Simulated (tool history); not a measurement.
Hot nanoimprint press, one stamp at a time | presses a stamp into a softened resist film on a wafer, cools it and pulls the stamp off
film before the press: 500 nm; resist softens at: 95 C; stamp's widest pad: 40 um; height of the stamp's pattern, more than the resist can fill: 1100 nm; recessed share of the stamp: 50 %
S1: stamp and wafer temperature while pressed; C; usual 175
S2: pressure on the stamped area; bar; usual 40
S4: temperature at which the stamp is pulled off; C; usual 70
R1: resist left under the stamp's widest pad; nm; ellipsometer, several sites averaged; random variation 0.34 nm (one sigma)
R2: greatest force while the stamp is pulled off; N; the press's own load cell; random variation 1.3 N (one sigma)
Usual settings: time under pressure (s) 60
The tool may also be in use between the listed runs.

{"run": 1, "hour": 0.0, "S1": 175, "S2": 40, "time under pressure (s)": 60, "S4": 70, "R1": 207.7, "R2": 200}
{"run": 2, "hour": 15.0, "S1": 175, "S2": 40, "time under pressure (s)": 60, "S4": 70, "R1": 207.5, "R2": 199}
{"run": 3, "hour": 29.3, "S1": 175, "S2": 40, "time under pressure (s)": 60, "S4": 70, "R1": 208, "R2": 201}
{"run": 4, "hour": 46.2, "S1": 175, "S2": 46.2, "time under pressure (s)": 60, "S4": 70, "R1": 193.5, "R2": 202}
{"run": 5, "hour": 57.6, "S1": 175, "S2": 46.2, "time under pressure (s)": 60, "S4": 70, "R1": 193.2, "R2": 199}
{"run": 6, "hour": 74.0, "S1": 175, "S2": 46.2, "time under pressure (s)": 60, "S4": 70, "R1": 193, "R2": 201}
{"run": 7, "hour": 93.7, "S1": 163, "S2": 40, "time under pressure (s)": 60, "S4": 70, "R1": 283.4, "R2": 201}
{"hour": 101.9, "done": "plate thermocouple calibrated"}
{"run": 8, "hour": 107.5, "S1": 163, "S2": 40, "time under pressure (s)": 60, "S4": 70, "R1": 283.9, "R2": 203}
{"run": 9, "hour": 126.7, "S1": 163, "S2": 40, "time under pressure (s)": 33, "S4": 70, "R1": 336.4, "R2": 201}
{"run": 10, "hour": 146.1, "S1": 163, "S2": 40, "time under pressure (s)": 33, "S4": 70, "R1": 337.1, "R2": 199}
{"run": 11, "hour": 166.1, "S1": 163, "S2": 40, "time under pressure (s)": 33, "S4": 70, "R1": 337.8, "R2": 197}
{"run": 12, "hour": 181.1, "S1": 163, "S2": 40, "time under pressure (s)": 33, "S4": 70, "R1": 337.8, "R2": 199}
{"run": 13, "hour": 193.9, "S1": 163, "S2": 44.2, "time under pressure (s)": 33, "S4": 70, "R1": 324.5, "R2": 202}
{"run": 14, "hour": 216.8, "S1": 186, "S2": 30.1, "time under pressure (s)": 33, "S4": 70, "R1": 232.7, "R2": 201}
{"run": 15, "hour": 232.0, "S1": 174, "S2": 40, "time under pressure (s)": 60, "S4": 70, "R1": 214.9, "R2": 202}
{"hour": 239.5, "done": "gauge calibrated"}
{"run": 16, "hour": 244.9, "S1": 174, "S2": 25.6, "time under pressure (s)": 60, "S4": 62, "R1": 265.1, "R2": 235}
{"run": 17, "hour": 257.5, "S1": 175, "S2": 60.4, "time under pressure (s)": 60, "S4": 70, "R1": 167.2, "R2": 200}
{"run": 18, "hour": 267.6, "S1": 184, "S2": 40, "time under pressure (s)": 32, "S4": 74, "R1": 210.3, "R2": 185}
{"run": 19, "hour": 290.0, "S1": 169, "S2": 40, "time under pressure (s)": 32, "S4": 74, "R1": 296.8, "R2": 183}
{"run": 20, "hour": 311.6, "S1": 184, "S2": 40, "time under pressure (s)": 32, "S4": 73, "R1": 212, "R2": 188}
{"run": 21, "hour": 324.5, "S1": 184, "S2": 40, "time under pressure (s)": 32, "S4": 73, "R1": 210.8, "R2": 188}
{"run": 22, "hour": 335.0, "S1": 175, "S2": 43.3, "time under pressure (s)": 42, "S4": 75, "R1": 227.3, "R2": 180}
{"run": 23, "hour": 346.8, "S1": 184, "S2": 40, "time under pressure (s)": 37, "S4": 70, "R1": 200.8, "R2": 201}

Some steps in R1 between neighbouring runs. How much of each would the tool show without its hidden state too (settings, what came in, random variation), and how much is left for the hidden state, with any gauge scatter that isn't in both results?
The hidden state here: true temperature over the reading, C; pressure that arrives at the usual setting, %; grip of the stamp's worn release coat, % over a new coat's; drift of the gauge itself on residual_nm, %; drift of the gauge itself on pull_off_n, %.
Run 13 -> 14: S1 163 -> 186, S2 44.2 -> 30.1. R1 -91.8 nm: hidden state -0.7, all else -91.1.
Run 15 -> 16: S2 40 -> 25.6, S4 70 -> 62, gauge calibrated. R1 +50.2 nm: hidden state -2.4, all else +52.6.
Run 16 -> 17: S1 174 -> 175, S2 25.6 -> 60.4, S4 62 -> 70. R1 -97.9 nm: hidden state +0.2, all else -98.1.
